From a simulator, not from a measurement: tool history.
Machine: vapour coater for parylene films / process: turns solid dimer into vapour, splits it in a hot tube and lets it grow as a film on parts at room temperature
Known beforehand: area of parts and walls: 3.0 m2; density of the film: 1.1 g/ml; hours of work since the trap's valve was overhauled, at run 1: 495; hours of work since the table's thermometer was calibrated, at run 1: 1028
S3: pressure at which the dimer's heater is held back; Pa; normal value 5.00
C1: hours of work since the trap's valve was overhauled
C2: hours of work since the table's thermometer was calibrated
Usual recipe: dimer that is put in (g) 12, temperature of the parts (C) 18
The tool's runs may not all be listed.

run 1 hour=0.0 | dimer_that_is_put_in_(g)=12 temperature_of_the_parts_(C)=18 S3=5.00 | C1=495 C2=1028 | thickness_of_the_film_(nm)=2340
run 2 hour=46.4 | dimer_that_is_put_in_(g)=12 temperature_of_the_parts_(C)=18 S3=5.00 | C1=531 C2=1064 | thickness_of_the_film_(nm)=2370
run 3 hour=70.8 | dimer_that_is_put_in_(g)=12 temperature_of_the_parts_(C)=18 S3=5.00 | C1=550 C2=1083 | thickness_of_the_film_(nm)=2400
run 4 hour=96.5 | dimer_that_is_put_in_(g)=12 temperature_of_the_parts_(C)=18 S3=5.00 | C1=569 C2=1102 | thickness_of_the_film_(nm)=2290
run 5 hour=122.9 | dimer_that_is_put_in_(g)=12 temperature_of_the_parts_(C)=18 S3=7.34 | C1=590 C2=1123 | thickness_of_the_film_(nm)=2360
run 6 hour=169.3 | dimer_that_is_put_in_(g)=12 temperature_of_the_parts_(C)=18 S3=7.34 | C1=626 C2=1159 | thickness_of_the_film_(nm)=2370
run 7 hour=216.2 | dimer_that_is_put_in_(g)=12 temperature_of_the_parts_(C)=18 S3=5.00 | C1=662 C2=1195 | thickness_of_the_film_(nm)=2330
-- hour=234.7 trap's valve overhauled
run 8 hour=252.1 | dimer_that_is_put_in_(g)=12 temperature_of_the_parts_(C)=18 S3=2.86 | C1=13 C2=1220 | thickness_of_the_film_(nm)=2470
run 9 hour=280.0 | dimer_that_is_put_in_(g)=12 temperature_of_the_parts_(C)=18 S3=5.00 | C1=35 C2=1242 | thickness_of_the_film_(nm)=2390
run 10 hour=322.5 | dimer_that_is_put_in_(g)=12 temperature_of_the_parts_(C)=11 S3=5.00 | C1=68 C2=1275 | thickness_of_the_film_(nm)=2930
run 11 hour=361.4 | dimer_that_is_put_in_(g)=12 temperature_of_the_parts_(C)=18 S3=2.78 | C1=98 C2=1305 | thickness_of_the_film_(nm)=2430
run 12 hour=396.8 | dimer_that_is_put_in_(g)=12 temperature_of_the_parts_(C)=18 S3=2.78 | C1=126 C2=1332 | thickness_of_the_film_(nm)=2480
run 13 hour=436.4 | dimer_that_is_put_in_(g)=12 temperature_of_the_parts_(C)=13 S3=5.00 | C1=156 C2=1363 | thickness_of_the_film_(nm)=2790
run 14 hour=488.2 | dimer_that_is_put_in_(g)=12 temperature_of_the_parts_(C)=18 S3=3.97 | C1=197 C2=1403 | thickness_of_the_film_(nm)=2370
run 15 hour=537.8 | dimer_that_is_put_in_(g)=12 temperature_of_the_parts_(C)=18 S3=3.97 | C1=235 C2=1442 | thickness_of_the_film_(nm)=2390
run 16 hour=584.9 | dimer_that_is_put_in_(g)=12 temperature_of_the_parts_(C)=18 S3=3.97 | C1=272 C2=1478 | thickness_of_the_film_(nm)=2440
run 17 hour=622.9 | dimer_that_is_put_in_(g)=9 temperature_of_the_parts_(C)=10 S3=3.58 | C1=301 C2=1508 | thickness_of_the_film_(nm)=2290
run 18 hour=676.8 | dimer_that_is_put_in_(g)=9 temperature_of_the_parts_(C)=10 S3=3.58 | C1=343 C2=1549 | thickness_of_the_film_(nm)=2300
-- hour=698.8 table's thermometer calibrated
run 19 hour=700.5 | dimer_that_is_put_in_(g)=20 temperature_of_the_parts_(C)=20 S3=5.72 | C1=360 C2=1 | thickness_of_the_film_(nm)=3630
run 20 hour=738.8 | dimer_that_is_put_in_(g)=20 temperature_of_the_parts_(C)=20 S3=5.72 | C1=390 C2=31 | thickness_of_the_film_(nm)=3670
run 21 hour=769.8 | dimer_that_is_put_in_(g)=9 temperature_of_the_parts_(C)=21 S3=2.16 | C1=414 C2=55 | thickness_of_the_film_(nm)=1690
run 22 hour=814.6 | dimer_that_is_put_in_(g)=18 temperature_of_the_parts_(C)=28 S3=6.16 | C1=449 C2=90 | thickness_of_the_film_(nm)=2600
run 23 hour=861.3 | dimer_that_is_put_in_(g)=11 temperature_of_the_parts_(C)=13 S3=2.82 | C1=485 C2=126 | thickness_of_the_film_(nm)=2610
run 24 hour=915.0 | dimer_that_is_put_in_(g)=21 temperature_of_the_parts_(C)=10 S3=5.00 | C1=527 C2=168 | thickness_of_the_film_(nm)=5250
run 25 hour=954.5 | dimer_that_is_put_in_(g)=21 temperature_of_the_parts_(C)=28 S3=3.43 | C1=557 C2=198 | thickness_of_the_film_(nm)=3160
run 26 hour=978.4 | dimer_that_is_put_in_(g)=8 temperature_of_the_parts_(C)=14 S3=5.00 | C1=576 C2=217 | thickness_of_the_film_(nm)=1770
run 27 hour=1031.5 | dimer_that_is_put_in_(g)=13 temperature_of_the_parts_(C)=12 S3=5.00 | C1=617 C2=258 | thickness_of_the_film_(nm)=3070
run 28 hour=1074.3 | dimer_that_is_put_in_(g)=7 temperature_of_the_parts_(C)=22 S3=3.00 | C1=650 C2=291 | thickness_of_the_film_(nm)=1270
-- hour=1108.7 trap's valve overhauled
run 29 hour=1124.5 | dimer_that_is_put_in_(g)=11 temperature_of_the_parts_(C)=28 S3=5.00 | C1=12 C2=327 | thickness_of_the_film_(nm)=1600

4 options for the next run, each taken on its own from the tool as it stands now. Forecast them:
run A hour=1158.7 | dimer_that_is_put_in_(g)=6 temperature_of_the_parts_(C)=28 S3=3.62 | C1=39 C2=354 | thickness_of_the_film_(nm)=?
run B hour=1158.7 | dimer_that_is_put_in_(g)=11 temperature_of_the_parts_(C)=28 S3=4.11 | C1=39 C2=354 | thickness_of_the_film_(nm)=?
run C hour=1158.7 | dimer_that_is_put_in_(g)=7 temperature_of_the_parts_(C)=18 S3=5.88 | C1=39 C2=354 | thickness_of_the_film_(nm)=?
run D hour=1158.7 | dimer_that_is_put_in_(g)=6 temperature_of_the_parts_(C)=18 S3=6.85 | C1=39 C2=354 | thickness_of_the_film_(nm)=?

run=A thickness_of_the_film_(nm)=890
run=B thickness_of_the_film_(nm)=1620
run=C thickness_of_the_film_(nm)=1360
run=D thickness_of_the_film_(nm)=1150
Had the tool no hidden state, the same runs would have come out as:
run=A thickness_of_the_film_(nm)=890
run=B thickness_of_the_film_(nm)=1620
run=C thickness_of_the_film_(nm)=1360
run=D thickness_of_the_film_(nm)=1160
